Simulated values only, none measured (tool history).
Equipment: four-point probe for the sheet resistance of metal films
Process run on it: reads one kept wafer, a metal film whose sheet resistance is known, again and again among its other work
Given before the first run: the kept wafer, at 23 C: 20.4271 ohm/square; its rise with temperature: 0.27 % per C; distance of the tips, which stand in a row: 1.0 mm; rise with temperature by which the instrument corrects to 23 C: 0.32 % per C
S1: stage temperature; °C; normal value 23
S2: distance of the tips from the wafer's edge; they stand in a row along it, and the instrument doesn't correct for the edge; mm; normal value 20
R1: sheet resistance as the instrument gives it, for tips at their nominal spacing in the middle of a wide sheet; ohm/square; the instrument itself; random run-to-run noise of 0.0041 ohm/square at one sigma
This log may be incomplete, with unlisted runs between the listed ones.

run 1 hour=0 | S1=23 S2=20 | R1=20.301852
run 2 hour=77.7 | S1=23 S2=20 | R1=20.298596
run 3 hour=142.6 | S1=29 S2=20 | R1=20.223011
run 4 hour=220.6 | S1=29 S2=13 | R1=20.247379
run 5 hour=294.4 | S1=29 S2=13 | R1=20.235902
run 6 hour=366.7 | S1=29 S2=13 | R1=20.233042
run 7 hour=436.5 | S1=29 S2=15 | R1=20.203
run 8 hour=503.7 | S1=29 S2=15 | R1=20.200455
run 9 hour=541.2 | S1=25 S2=15 | R1=20.230337
run 10 hour=604.7 | S1=25 S2=15 | R1=20.219361
run 11 hour=673.4 | S1=25 S2=15 | R1=20.214894
run 12 hour=735.7 | S1=20 S2=20 | R1=20.234546
run 13 hour=807.6 | S1=20 S2=20 | R1=20.219828
run 14 hour=888.6 | S1=22 S2=20 | R1=20.193866
run 15 hour=962.3 | S1=22 S2=20 | R1=20.186866
run 16 hour=1037.7 | S1=18 S2=17 | R1=20.229378
run 17 hour=1117 | S1=29 S2=29 | R1=20.070732
run 18 hour=1190.2 | S1=20 S2=11 | R1=20.227613
run 19 hour=1245.9 | S1=23 S2=13 | R1=20.162321
run 20 hour=1287.6 | S1=33 S2=6 | R1=20.288365
run 21 hour=1368.6 | S1=33 S2=6 | R1=20.285485
-- hour=1377.2 stage's thermometer calibrated
run 22 hour=1429.6 | S1=31 S2=33 | R1=20.020999
run 23 hour=1519.9 | S1=31 S2=33 | R1=20.011805
run 24 hour=1562.6 | S1=26 S2=7 | R1=20.268526
run 25 hour=1600.6 | S1=26 S2=7 | R1=20.261331
run 26 hour=1656 | S1=26 S2=7 | R1=20.26115
run 27 hour=1736.5 | S1=26 S2=61 | R1=20.035685
run 28 hour=1802.4 | S1=20 S2=12 | R1=20.158822

Branching from run 28: 5 alternative next runs. What would each branch give?
run A hour=1891.5 | S1=21 S2=4 | R1=?
run B hour=1891.5 | S1=22 S2=7 | R1=?
run C hour=1891.5 | S1=20 S2=3 | R1=?
run D hour=1891.5 | S1=20 S2=52 | R1=?
run E hour=1891.5 | S1=28 S2=12 | R1=?

run=A R1=20.718499
run=B R1=20.263242
run=C R1=21.205509
run=D R1=20.072802
run=E R1=20.059802
What these runs would have given with no unlogged condition in the tool:
run=A R1=21.121229
run=B R1=20.65781
run=C R1=21.616874
run=D R1=20.463983
run=E R1=20.450623

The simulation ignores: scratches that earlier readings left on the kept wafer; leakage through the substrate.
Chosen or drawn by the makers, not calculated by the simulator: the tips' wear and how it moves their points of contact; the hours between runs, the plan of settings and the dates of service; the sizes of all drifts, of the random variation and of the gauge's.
